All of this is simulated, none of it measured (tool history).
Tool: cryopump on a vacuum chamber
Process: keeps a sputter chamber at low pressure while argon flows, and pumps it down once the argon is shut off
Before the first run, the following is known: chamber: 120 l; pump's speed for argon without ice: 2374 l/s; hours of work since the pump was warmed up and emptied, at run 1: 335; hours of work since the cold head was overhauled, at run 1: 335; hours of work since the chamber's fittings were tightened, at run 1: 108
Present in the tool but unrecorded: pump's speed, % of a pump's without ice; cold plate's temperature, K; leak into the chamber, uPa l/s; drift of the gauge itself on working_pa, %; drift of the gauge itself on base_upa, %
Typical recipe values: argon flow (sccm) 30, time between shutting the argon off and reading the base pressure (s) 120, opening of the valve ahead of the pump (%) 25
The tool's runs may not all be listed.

run   hour  argon flow (sccm)  time between shutting the argon off and reading the base pressure (s)  opening of the valve ahead of the pump (%)  hours of work since the pump was warmed up and emptied  hours of work since the cold head was overhauled  hours of work since the chamber's fittings were tightened  pressure while argon flows (Pa)  pressure after the wait (uPa)
  1      0                 30                                                                    120                                          25                                                     335                                               335                                                        108                            0.086                           0.44
  2   18.2                 30                                                                    120                                          25                                                     348                                               348                                                        120                           0.0858                           0.43
  3   34.3                 30                                                                    120                                          19                                                     359                                               359                                                        132                           0.1134                           0.45
  4     51                 30                                                                    120                                          19                                                     371                                               371                                                        143                           0.1133                           0.48
  5   67.2                 30                                                                    120                                          19                                                     382                                               382                                                        154                            0.114                           0.49
  6   77.1                 30                                                                    120                                          19                                                     389                                               389                                                        161                           0.1136                           0.52
  7   95.2                 30                                                                    120                                          19                                                     402                                               402                                                        174                           0.1148                           0.51
  8  107.8                 30                                                                    120                                          19                                                     410                                               410                                                        183                           0.1136                           0.49
  9  123.8                 30                                                                    120                                          19                                                     421                                               421                                                        194                           0.1138                           0.56
 10  140.1                 45                                                                    120                                          25                                                     433                                               433                                                        205                           0.1313                            0.6
 11  150.7                 45                                                                    120                                          25                                                     440                                               440                                                        212                           0.1296                           0.56
 12  160.9                 45                                                                    120                                          25                                                     447                                               447                                                        219                             0.13                            0.6
 13  172.3                 30                                                                    120                                          25                                                     455                                               455                                                        227                           0.0865                           0.58
 14  186.8                 32                                                                    263                                          59                                                     465                                               465                                                        237                           0.0399                           0.51
 15  198.1                 32                                                                    263                                          59                                                     473                                               473                                                        245                           0.0405                           0.57
 16  215.3                 27                                                                    159                                          27                                                     485                                               485                                                        257                           0.0728                           0.57
 17  228.1                 44                                                                    120                                          16                                                     494                                               494                                                        266                           0.1983                           0.62
 18  240.2                 30                                                                    132                                          25                                                     502                                               502                                                        274                           0.0867                           0.64
 19  258.5                 30                                                                    132                                          25                                                     515                                               515                                                        287                           0.0875                           0.62
 20  276.4                 12                                                                    230                                          29                                                     527                                               527                                                        299                           0.0302                           0.58
 21  286.5                 30                                                                     24                                          19                                                     534                                               534                                                        307                           0.1136                           1.22
 22  305.1                 58                                                                     50                                          28                                                     547                                               547                                                        319                           0.1502                            0.9
 23  321.3                 58                                                                     50                                          28                                                     558                                               558                                                        331                            0.151                            0.9
 24  333.5                 58                                                                     24                                          26                                                     567                                               567                                                        339                           0.1622                           1.22
 25  342.6                 30                                                                    120                                          24                                                     573                                               573                                                        345                           0.0905                           0.76

3 ways to go on from here, each from the tool as it stands after run 25. What would each give?
  A  361.3                 50                                                                     21                                          24                                                     586                                               586                                                        358                                ?                              ?
  B  361.3                 30                                                                    120                                          20                                                     586                                               586                                                        358                                ?                              ?
  C  361.3                 28                                                                    120                                          30                                                     586                                               586                                                        358                                ?                              ?

run  pressure while argon flows (Pa)  pressure after the wait (uPa)
  A                           0.1518                           1.33
  B                           0.1089                           0.77
  C                           0.0679                           0.78
What these runs would have given with no unlogged condition in the tool:
run  pressure while argon flows (Pa)  pressure after the wait (uPa)
  A                           0.1486                            0.8
  B                            0.107                           0.25
  C                           0.0661                           0.27
